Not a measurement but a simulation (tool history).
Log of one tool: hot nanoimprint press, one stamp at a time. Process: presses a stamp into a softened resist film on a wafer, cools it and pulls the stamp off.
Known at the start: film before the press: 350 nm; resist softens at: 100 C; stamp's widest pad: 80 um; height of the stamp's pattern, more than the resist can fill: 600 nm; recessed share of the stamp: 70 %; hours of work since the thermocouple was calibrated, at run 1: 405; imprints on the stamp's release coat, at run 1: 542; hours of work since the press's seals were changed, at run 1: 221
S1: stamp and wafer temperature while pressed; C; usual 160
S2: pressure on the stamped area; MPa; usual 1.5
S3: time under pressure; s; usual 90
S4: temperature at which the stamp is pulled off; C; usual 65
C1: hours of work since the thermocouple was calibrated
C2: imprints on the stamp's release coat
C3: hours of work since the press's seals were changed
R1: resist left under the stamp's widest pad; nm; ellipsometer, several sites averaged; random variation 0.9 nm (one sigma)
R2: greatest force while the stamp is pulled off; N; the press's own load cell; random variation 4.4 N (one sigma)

run	hour	S1	S2	S3	S4	C1	C2	C3	R1	R2
1	0	160	1.5	90	65	405	542	221	134.1	261
2	12.1	160	1.5	90	65	412	578	228	133.1	276
# hour 25.5: stamp cleaned and given a new release coat
3	26.3	160	1.5	90	65	417	3	233	132.9	218
4	38.3	160	1.5	90	65	424	38	240	133.4	214
5	50.1	160	1.5	90	65	430	72	246	133.6	228
6	61.7	160	1.83	90	65	437	106	253	121.6	231
7	73.5	167	1.27	73	71	444	141	260	102.1	213
8	84.8	167	1.27	73	71	450	173	266	99.5	211
9	97	160	1.5	140	65	457	209	273	114.2	230
# hour 103.8: plate thermocouple calibrated
10	108.6	162	1.5	63	70	3	234	278	126.3	220
11	118.6	162	1.23	57	70	8	264	284	145.6	218
12	125.1	160	1.12	90	64	12	283	288	145.4	235

4 ways to go on from here, each from the tool as it stands after run 12. What would each give?
A	137	160	1.05	90	57	19	317	294	?	?
B	137	153	1.12	94	57	19	317	294	?	?
C	137	160	2.36	90	70	19	317	294	?	?
D	137	156	1.12	90	64	19	317	294	?	?

run	R1	R2
A	149	263
B	219.7	262
C	98	218
D	185.4	236
Without the tool's hidden state the same runs would have given:
run	R1	R2
A	149.4	235
B	220.1	233
C	97.8	194
D	185.8	211
